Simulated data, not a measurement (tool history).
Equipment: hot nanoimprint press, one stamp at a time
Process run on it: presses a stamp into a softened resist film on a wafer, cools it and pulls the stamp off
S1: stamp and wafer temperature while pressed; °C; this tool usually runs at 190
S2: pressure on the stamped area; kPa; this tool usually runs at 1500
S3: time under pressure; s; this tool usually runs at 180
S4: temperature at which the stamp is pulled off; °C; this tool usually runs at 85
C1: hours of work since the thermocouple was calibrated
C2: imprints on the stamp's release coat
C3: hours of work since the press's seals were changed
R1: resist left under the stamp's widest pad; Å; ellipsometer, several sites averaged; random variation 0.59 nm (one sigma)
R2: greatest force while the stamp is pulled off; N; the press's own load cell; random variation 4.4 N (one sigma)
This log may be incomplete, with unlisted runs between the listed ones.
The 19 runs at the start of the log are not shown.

{"run": 20, "hour": 424.8, "S1": 181, "S2": 1770, "S3": 180, "S4": 85, "C1": 55, "C2": 933, "C3": 372, "R1": 1652, "R2": 264}
{"run": 21, "hour": 446.6, "S1": 199, "S2": 990, "S3": 237, "S4": 91, "C1": 67, "C2": 1027, "C3": 384, "R1": 1000, "R2": 219}
{"run": 22, "hour": 461.6, "S1": 199, "S2": 920, "S3": 138, "S4": 91, "C1": 75, "C2": 1092, "C3": 393, "R1": 1274, "R2": 235}
{"run": 23, "hour": 480.0, "S1": 189, "S2": 1100, "S3": 180, "S4": 71, "C1": 86, "C2": 1171, "C3": 403, "R1": 1526, "R2": 379}
{"run": 24, "hour": 499.9, "S1": 190, "S2": 1940, "S3": 130, "S4": 80, "C1": 97, "C2": 1257, "C3": 415, "R1": 1230, "R2": 333}
{"run": 25, "hour": 512.8, "S1": 190, "S2": 1940, "S3": 130, "S4": 80, "C1": 105, "C2": 1313, "C3": 422, "R1": 1230, "R2": 323}
{"run": 26, "hour": 529.7, "S1": 190, "S2": 1400, "S3": 92, "S4": 71, "C1": 114, "C2": 1386, "C3": 431, "R1": 1648, "R2": 395}
{"run": 27, "hour": 546.9, "S1": 190, "S2": 2220, "S3": 92, "S4": 71, "C1": 124, "C2": 1460, "C3": 441, "R1": 1301, "R2": 407}
{"run": 28, "hour": 564.9, "S1": 190, "S2": 1330, "S3": 180, "S4": 81, "C1": 134, "C2": 1538, "C3": 451, "R1": 1316, "R2": 332}
{"run": 29, "hour": 579.6, "S1": 199, "S2": 2350, "S3": 185, "S4": 83, "C1": 142, "C2": 1601, "C3": 460, "R1": 664, "R2": 325}
{"run": 30, "hour": 592.1, "S1": 201, "S2": 910, "S3": 324, "S4": 83, "C1": 150, "C2": 1655, "C3": 467, "R1": 847, "R2": 334}

What if the next run were any one of these 4? Each begins from the tool's condition after run 30:
{"run": "A", "hour": 613.8, "S1": 186, "S2": 1570, "S3": 180, "S4": 85, "C1": 162, "C2": 1749, "C3": 479, "R1": "?", "R2": "?"}
{"run": "B", "hour": 613.8, "S1": 190, "S2": 920, "S3": 119, "S4": 78, "C1": 162, "C2": 1749, "C3": 479, "R1": "?", "R2": "?"}
{"run": "C", "hour": 613.8, "S1": 190, "S2": 1500, "S3": 338, "S4": 85, "C1": 162, "C2": 1749, "C3": 479, "R1": "?", "R2": "?"}
{"run": "D", "hour": 613.8, "S1": 190, "S2": 1500, "S3": 180, "S4": 81, "C1": 162, "C2": 1749, "C3": 479, "R1": "?", "R2": "?"}

run=A R1=1412 R2=314
run=B R1=1823 R2=369
run=C R1=960 R2=321
run=D R1=1249 R2=361
Without the tool's hidden state the same runs would have given:
run=A R1=1441 R2=214
run=B R1=1857 R2=251
run=C R1=980 R2=219
run=D R1=1274 R2=245
